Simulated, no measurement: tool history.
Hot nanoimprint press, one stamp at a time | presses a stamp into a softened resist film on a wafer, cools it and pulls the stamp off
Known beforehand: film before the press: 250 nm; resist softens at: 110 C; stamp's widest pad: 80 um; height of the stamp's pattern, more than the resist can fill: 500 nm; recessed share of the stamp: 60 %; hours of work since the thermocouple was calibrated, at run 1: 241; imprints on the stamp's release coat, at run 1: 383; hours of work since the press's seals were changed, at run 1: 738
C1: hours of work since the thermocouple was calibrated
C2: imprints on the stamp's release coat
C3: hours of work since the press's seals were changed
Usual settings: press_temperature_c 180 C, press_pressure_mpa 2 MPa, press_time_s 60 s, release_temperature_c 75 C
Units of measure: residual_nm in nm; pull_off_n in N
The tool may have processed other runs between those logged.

run 1 hour=0 | press_temperature_c=180 press_pressure_mpa=2 press_time_s=60 release_temperature_c=75 | C1=241 C2=383 C3=738 | residual_nm=103.1 pull_off_n=224
run 2 hour=32.6 | press_temperature_c=180 press_pressure_mpa=2 press_time_s=57 release_temperature_c=75 | C1=261 C2=462 C3=759 | residual_nm=105.8 pull_off_n=243
run 3 hour=60.3 | press_temperature_c=180 press_pressure_mpa=2 press_time_s=60 release_temperature_c=75 | C1=279 C2=529 C3=777 | residual_nm=102.8 pull_off_n=230
run 4 hour=85.4 | press_temperature_c=180 press_pressure_mpa=2 press_time_s=33 release_temperature_c=75 | C1=295 C2=590 C3=793 | residual_nm=128.6 pull_off_n=230
run 5 hour=127.9 | press_temperature_c=180 press_pressure_mpa=2 press_time_s=60 release_temperature_c=75 | C1=322 C2=693 C3=820 | residual_nm=103.3 pull_off_n=230
run 6 hour=159.9 | press_temperature_c=180 press_pressure_mpa=2 press_time_s=60 release_temperature_c=75 | C1=343 C2=770 C3=841 | residual_nm=102.4 pull_off_n=233
run 7 hour=187.6 | press_temperature_c=180 press_pressure_mpa=2 press_time_s=60 release_temperature_c=75 | C1=361 C2=837 C3=858 | residual_nm=103.3 pull_off_n=230
run 8 hour=230 | press_temperature_c=180 press_pressure_mpa=2 press_time_s=60 release_temperature_c=75 | C1=388 C2=940 C3=885 | residual_nm=104 pull_off_n=234
run 9 hour=287.1 | press_temperature_c=180 press_pressure_mpa=2 press_time_s=60 release_temperature_c=75 | C1=424 C2=1078 C3=922 | residual_nm=103.4 pull_off_n=238
run 10 hour=344.1 | press_temperature_c=180 press_pressure_mpa=2 press_time_s=60 release_temperature_c=60 | C1=461 C2=1216 C3=958 | residual_nm=103.9 pull_off_n=254
run 11 hour=369.7 | press_temperature_c=180 press_pressure_mpa=2 press_time_s=60 release_temperature_c=60 | C1=477 C2=1278 C3=975 | residual_nm=104 pull_off_n=246
run 12 hour=426.8 | press_temperature_c=180 press_pressure_mpa=2 press_time_s=107 release_temperature_c=75 | C1=514 C2=1416 C3=1011 | residual_nm=82.8 pull_off_n=234
run 13 hour=465.4 | press_temperature_c=180 press_pressure_mpa=2 press_time_s=107 release_temperature_c=75 | C1=538 C2=1510 C3=1036 | residual_nm=83 pull_off_n=234
run 14 hour=489.6 | press_temperature_c=180 press_pressure_mpa=2 press_time_s=107 release_temperature_c=75 | C1=554 C2=1568 C3=1051 | residual_nm=83 pull_off_n=240
-- hour=543.5 plate thermocouple calibrated
run 15 hour=548.1 | press_temperature_c=180 press_pressure_mpa=2 press_time_s=107 release_temperature_c=75 | C1=3 C2=1703 C3=1087 | residual_nm=83.3 pull_off_n=236
run 16 hour=581.9 | press_temperature_c=180 press_pressure_mpa=2 press_time_s=107 release_temperature_c=75 | C1=25 C2=1784 C3=1108 | residual_nm=83.3 pull_off_n=236
run 17 hour=641.1 | press_temperature_c=182 press_pressure_mpa=2.06 press_time_s=30 release_temperature_c=67 | C1=62 C2=1928 C3=1146 | residual_nm=125.7 pull_off_n=245

What will run 18 give?
run 18 hour=691.5 | press_temperature_c=182 press_pressure_mpa=2.06 press_time_s=30 release_temperature_c=67 | C1=95 C2=2050 C3=1179 | residual_nm=? pull_off_n=?

{"run 18": {"residual_nm": 126, "pull_off_n": 244}}
Without the tool's hidden state the same run would have given residual_nm 124.2 nm, pull_off_n 242 N.
